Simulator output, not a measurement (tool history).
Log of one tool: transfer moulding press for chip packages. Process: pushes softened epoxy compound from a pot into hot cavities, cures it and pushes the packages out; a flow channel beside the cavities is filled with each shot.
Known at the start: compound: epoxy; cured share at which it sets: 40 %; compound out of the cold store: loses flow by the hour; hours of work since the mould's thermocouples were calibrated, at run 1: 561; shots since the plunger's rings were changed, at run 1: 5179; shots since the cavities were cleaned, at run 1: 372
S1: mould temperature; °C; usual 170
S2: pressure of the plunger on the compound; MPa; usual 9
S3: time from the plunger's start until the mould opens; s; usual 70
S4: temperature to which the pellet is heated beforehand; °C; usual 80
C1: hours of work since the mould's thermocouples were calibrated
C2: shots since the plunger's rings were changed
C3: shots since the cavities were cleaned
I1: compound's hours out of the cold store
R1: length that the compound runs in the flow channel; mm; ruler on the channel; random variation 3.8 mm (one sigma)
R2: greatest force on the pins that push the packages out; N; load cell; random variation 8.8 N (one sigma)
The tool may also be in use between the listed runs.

run	hour	S1	S2	S3	S4	C1	C2	C3	I1	R1	R2
1	0	170	9	70	80	561	5179	372	31	862	376
# hour 13.6: cavities cleaned with cleaning compound and waxed
# hour 35: plunger's sealing rings changed
# hour 56.8: cavities cleaned with cleaning compound and waxed
2	56.8	178	9	70	80	596	293	0	17.2	908	257
3	89	167	9	70	80	618	758	465	29.2	880	472
# hour 96.1: cavities cleaned with cleaning compound and waxed
# hour 135.5: cavities cleaned with cleaning compound and waxed
4	146.9	170	8.59	70	80	655	1551	163	8.7	967	417
# hour 174.7: cavities cleaned with cleaning compound and waxed
5	191	170	8.59	70	80	684	2168	235	9.2	951	422
# hour 214.3: cavities cleaned with cleaning compound and waxed
# hour 253: cavities cleaned with cleaning compound and waxed
6	264.1	170	9	100	80	732	3181	160	12.1	958	245
# hour 290.2: mould's thermocouples calibrated
# hour 297.6: cavities cleaned with cleaning compound and waxed
7	312.3	170	9	100	82	14	3827	212	31.9	857	229
# hour 337.7: cavities cleaned with cleaning compound and waxed
# hour 378.4: cavities cleaned with cleaning compound and waxed
8	388.7	170	9	100	82	64	4889	150	46.8	787	239
# hour 417.8: cavities cleaned with cleaning compound and waxed
# hour 440.6: plunger's sealing rings changed
9	451.9	170	9	100	82	105	164	457	21.9	908	241
# hour 460.3: cavities cleaned with cleaning compound and waxed
# hour 497.8: cavities cleaned with cleaning compound and waxed
10	505	170	9	100	82	139	888	104	30.5	863	229
# hour 540.3: cavities cleaned with cleaning compound and waxed
11	551.2	170	9	100	82	169	1534	158	17.9	926	229
# hour 578.7: cavities cleaned with cleaning compound and waxed
# hour 620.9: cavities cleaned with cleaning compound and waxed
12	627.4	170	9	100	82	219	2592	95	38.2	828	221
# hour 660.6: cavities cleaned with cleaning compound and waxed
# hour 698.9: cavities cleaned with cleaning compound and waxed
13	699.4	170	9	100	82	266	3589	7	38.6	824	233
# hour 742.4: cavities cleaned with cleaning compound and waxed
14	757.1	170	9.58	110	82	305	4402	212	17.9	952	246
# hour 782.9: cavities cleaned with cleaning compound and waxed
15	792.6	169	9	70	80	328	4894	141	11.6	963	435
# hour 821.7: cavities cleaned with cleaning compound and waxed
# hour 846.9: plunger's sealing rings changed
# hour 862.4: cavities cleaned with cleaning compound and waxed
16	862.4	171	9	63	80	372	203	0	19.2	919	506
17	896.5	170	9	51	80	395	696	493	11	967	896
# hour 903.6: cavities cleaned with cleaning compound and waxed
# hour 943.3: cavities cleaned with cleaning compound and waxed
18	968.5	170	8.15	91	80	442	1694	366	20.5	868	257
# hour 980.8: cavities cleaned with cleaning compound and waxed
# hour 1018.4: cavities cleaned with cleaning compound and waxed
19	1045.7	170	8.15	63	88	492	2765	393	20.4	877	529
# hour 1060.4: cavities cleaned with cleaning compound and waxed
20	1082.3	168	9.17	68	74	516	3273	317	33.4	861	495
# hour 1099.3: cavities cleaned with cleaning compound and waxed
# hour 1139.8: cavities cleaned with cleaning compound and waxed
21	1155.3	168	9.17	68	74	564	4286	225	45.3	806	444
# hour 1181.8: cavities cleaned with cleaning compound and waxed
# hour 1221.5: cavities cleaned with cleaning compound and waxed
22	1221.5	163	6.93	68	77	607	5200	0	28.3	786	679
# hour 1254.8: plunger's sealing rings changed
# hour 1263.6: cavities cleaned with cleaning compound and waxed
23	1296.9	163	6.93	68	77	656	587	481	28.2	783	661
# hour 1305.1: cavities cleaned with cleaning compound and waxed
# hour 1346.2: cavities cleaned with cleaning compound and waxed
24	1371.7	170	9.19	84	80	705	1625	368	34.7	853	263

5 ways to go on from here, each from the tool as it stands after run 24. What would each give?
# hour 1384: cavities cleaned with cleaning compound and waxed
A	1408.2	174	9	70	87	729	2132	351	37.9	?	?
# hour 1384: cavities cleaned with cleaning compound and waxed
B	1408.2	171	9	70	80	729	2132	351	26.2	?	?
# hour 1384: cavities cleaned with cleaning compound and waxed
C	1408.2	174	9.19	84	80	729	2132	351	32.8	?	?
# hour 1384: cavities cleaned with cleaning compound and waxed
D	1408.2	170	9.19	84	89	729	2132	351	15	?	?
# hour 1384: cavities cleaned with cleaning compound and waxed
E	1408.2	170	9.19	84	84	729	2132	351	25.9	?	?

run	R1	R2
A	820	285
B	883	365
C	853	246
D	956	277
E	898	261
Without the tool's hidden state the same runs would have given:
run	R1	R2
A	820	282
B	883	361
C	854	243
D	956	274
E	899	258
